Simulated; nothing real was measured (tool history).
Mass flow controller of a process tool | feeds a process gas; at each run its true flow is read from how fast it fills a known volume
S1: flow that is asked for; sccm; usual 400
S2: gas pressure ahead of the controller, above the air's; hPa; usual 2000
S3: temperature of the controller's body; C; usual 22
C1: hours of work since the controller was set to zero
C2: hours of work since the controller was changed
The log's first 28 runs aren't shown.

run 29 hour=4037.9 | S1=604 S2=2510 S3=22 | C1=3468 C2=3468 | true_flow_(%)=100.88
run 30 hour=4125.3 | S1=400 S2=1610 S3=22 | C1=3512 C2=3512 | true_flow_(%)=100.44
run 31 hour=4243.6 | S1=400 S2=1610 S3=22 | C1=3571 C2=3571 | true_flow_(%)=100.64
run 32 hour=4401.3 | S1=400 S2=1610 S3=22 | C1=3650 C2=3650 | true_flow_(%)=100.50
-- hour=4508.1 gauge calibrated
run 33 hour=4508.1 | S1=733 S2=1610 S3=35 | C1=3703 C2=3703 | true_flow_(%)=100.40
run 34 hour=4690.9 | S1=733 S2=1610 S3=35 | C1=3794 C2=3794 | true_flow_(%)=100.64
run 35 hour=4853.9 | S1=733 S2=1610 S3=35 | C1=3876 C2=3876 | true_flow_(%)=100.61
run 36 hour=4958.6 | S1=736 S2=1610 S3=35 | C1=3928 C2=3928 | true_flow_(%)=100.74
run 37 hour=5115.0 | S1=736 S2=1610 S3=35 | C1=4006 C2=4006 | true_flow_(%)=100.81
run 38 hour=5192.1 | S1=736 S2=1610 S3=35 | C1=4045 C2=4045 | true_flow_(%)=100.92
run 39 hour=5364.5 | S1=400 S2=1690 S3=26 | C1=4131 C2=4131 | true_flow_(%)=99.13
run 40 hour=5529.8 | S1=599 S2=1940 S3=32 | C1=4213 C2=4213 | true_flow_(%)=100.29
run 41 hour=5644.0 | S1=138 S2=1950 S3=32 | C1=4271 C2=4271 | true_flow_(%)=99.20
run 42 hour=5749.7 | S1=138 S2=1580 S3=20 | C1=4323 C2=4323 | true_flow_(%)=97.97
run 43 hour=5874.8 | S1=125 S2=1870 S3=23 | C1=4386 C2=4386 | true_flow_(%)=98.29
run 44 hour=6044.8 | S1=574 S2=1770 S3=23 | C1=4471 C2=4471 | true_flow_(%)=99.57
run 45 hour=6154.1 | S1=208 S2=2570 S3=22 | C1=4525 C2=4525 | true_flow_(%)=98.57
run 46 hour=6251.6 | S1=208 S2=2570 S3=22 | C1=4574 C2=4574 | true_flow_(%)=98.53
run 47 hour=6430.6 | S1=204 S2=1690 S3=22 | C1=4664 C2=4664 | true_flow_(%)=98.80

4 ways to go on from here, each from the tool as it stands after run 47. What would each give?
run A hour=6521.7 | S1=400 S2=2460 S3=22 | C1=4709 C2=4709 | true_flow_(%)=?
run B hour=6521.7 | S1=400 S2=2320 S3=37 | C1=4709 C2=4709 | true_flow_(%)=?
run C hour=6521.7 | S1=284 S2=2000 S3=22 | C1=4709 C2=4709 | true_flow_(%)=?
run D hour=6521.7 | S1=598 S2=1470 S3=21 | C1=4709 C2=4709 | true_flow_(%)=?

run=A true_flow_(%)=99.22
run=B true_flow_(%)=100.80
run=C true_flow_(%)=98.98
run=D true_flow_(%)=99.85
Without the tool's hidden state the same runs would have given:
run=A true_flow_(%)=98.13
run=B true_flow_(%)=99.70
run=C true_flow_(%)=97.90
run=D true_flow_(%)=98.75
